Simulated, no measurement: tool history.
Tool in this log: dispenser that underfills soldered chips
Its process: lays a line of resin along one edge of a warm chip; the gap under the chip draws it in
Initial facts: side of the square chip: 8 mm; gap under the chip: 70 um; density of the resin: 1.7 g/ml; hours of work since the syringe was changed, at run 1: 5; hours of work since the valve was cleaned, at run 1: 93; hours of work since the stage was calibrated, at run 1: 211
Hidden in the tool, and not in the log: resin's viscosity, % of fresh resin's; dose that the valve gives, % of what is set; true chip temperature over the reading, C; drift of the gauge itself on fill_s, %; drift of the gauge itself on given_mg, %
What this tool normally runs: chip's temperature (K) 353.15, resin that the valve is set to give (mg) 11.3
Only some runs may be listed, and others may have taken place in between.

run	hour	chip's temperature (K)	resin that the valve is set to give (mg)	hours of work since the syringe was changed	hours of work since the valve was cleaned	hours of work since the stage was calibrated	time until the resin shows at the far edge (s)	resin that the valve gave (mg)
1	0.0	353.15	11.3	5	93	211	61.8	10.82
# hour 8.8: new syringe of resin
2	15.4	364.15	11.3	5	104	222	39.1	10.83
# hour 23.3: new syringe of resin
3	26.2	364.15	11.3	2	112	230	32.7	10.82
# hour 38.1: new syringe of resin
4	38.1	367.15	11.3	0	121	238	26.6	10.75
5	44.8	353.15	11.3	5	126	243	64.3	10.74
# hour 52.5: new syringe of resin
6	59.1	353.15	11.3	5	136	254	62.4	10.71
7	65.8	353.15	11.3	10	141	259	81.4	10.61
# hour 67.1: new syringe of resin
# hour 73.0: dispensing valve cleaned and set on the balance
8	77.2	353.15	11.3	7	3	267	71.3	11.29
# hour 82.8: new syringe of resin
9	86.9	353.15	11.3	3	10	274	57.9	11.19
# hour 97.3: new syringe of resin
10	97.3	353.15	11.3	0	18	281	48.9	11.18
# hour 111.9: new syringe of resin
11	113.9	353.15	11.3	2	30	294	54.3	11.13
# hour 126.0: new syringe of resin
12	129.0	353.15	12.0	2	41	305	57.0	11.73
# hour 141.4: new syringe of resin
13	144.3	353.15	12.0	2	52	316	54.2	11.73
# hour 150.4: stage's temperature calibrated
14	153.7	353.15	12.0	8	59	2	76.2	11.68
# hour 157.3: new syringe of resin
15	160.8	339.15	11.3	3	64	8	108.3	10.99
16	167.9	362.15	11.3	8	69	13	48.7	10.94
# hour 171.6: new syringe of resin
17	181.5	357.15	11.3	7	79	23	58.5	10.87
# hour 186.1: new syringe of resin
18	197.2	357.15	11.3	8	91	34	62.2	10.85
# hour 200.9: new syringe of resin
19	209.4	357.15	11.3	6	100	43	57.2	10.80
# hour 215.8: new syringe of resin
20	226.0	367.15	12.2	8	112	56	38.4	11.55
# hour 231.3: new syringe of resin
21	240.4	367.15	12.2	7	123	66	37.2	11.49
# hour 245.9: new syringe of resin
22	248.2	346.15	13.8	2	128	72	72.5	13.00
# hour 260.4: new syringe of resin
23	262.2	365.15	10.5	1	138	82	30.8	9.86
# hour 272.1: dispensing valve cleaned and set on the balance
# hour 275.7: new syringe of resin
24	277.0	352.15	10.2	1	3	92	55.5	10.18
25	289.4	363.15	10.0	10	13	102	54.4	9.96
# hour 290.8: new syringe of resin
26	303.9	360.15	12.8	10	23	112	57.4	12.59
# hour 305.2: new syringe of resin
# hour 319.7: new syringe of resin
27	320.7	360.15	12.8	1	36	124	36.8	12.60
28	329.8	361.15	10.9	8	42	131	50.2	10.72
# hour 334.1: new syringe of resin
29	343.2	352.15	10.3	7	52	141	73.9	10.09
# hour 348.9: new syringe of resin
30	354.7	357.15	13.7	4	61	150	49.9	13.34
# hour 363.1: new syringe of resin
31	371.2	357.15	13.7	6	73	162	55.5	13.28
# hour 378.0: new syringe of resin
32	384.1	357.15	13.7	5	82	171	51.9	13.19
# hour 392.3: new syringe of resin
33	394.4	361.15	10.1	2	90	179	38.4	9.66
# hour 406.9: new syringe of resin
34	409.5	361.15	10.1	2	101	190	38.9	9.70

Each row is a separate what-if for the run after 34, all from the same tool condition, not one after another. Results?
# hour 421.3: new syringe of resin
A	421.3	344.15	13.2	0	110	198	?	?
# hour 421.3: new syringe of resin
B	421.3	345.15	10.0	0	110	198	?	?
# hour 421.3: new syringe of resin
C	421.3	367.15	12.1	0	110	198	?	?
# hour 421.3: new syringe of resin
D	421.3	352.15	10.1	0	110	198	?	?

run	time until the resin shows at the far edge (s)	resin that the valve gave (mg)
A	76.9	12.60
B	78.0	9.54
C	26.6	11.56
D	53.9	9.60
What these runs would have given with no unlogged condition in the tool:
run	time until the resin shows at the far edge (s)	resin that the valve gave (mg)
A	72.6	13.23
B	72.8	10.01
C	25.2	12.14
D	50.3	10.08
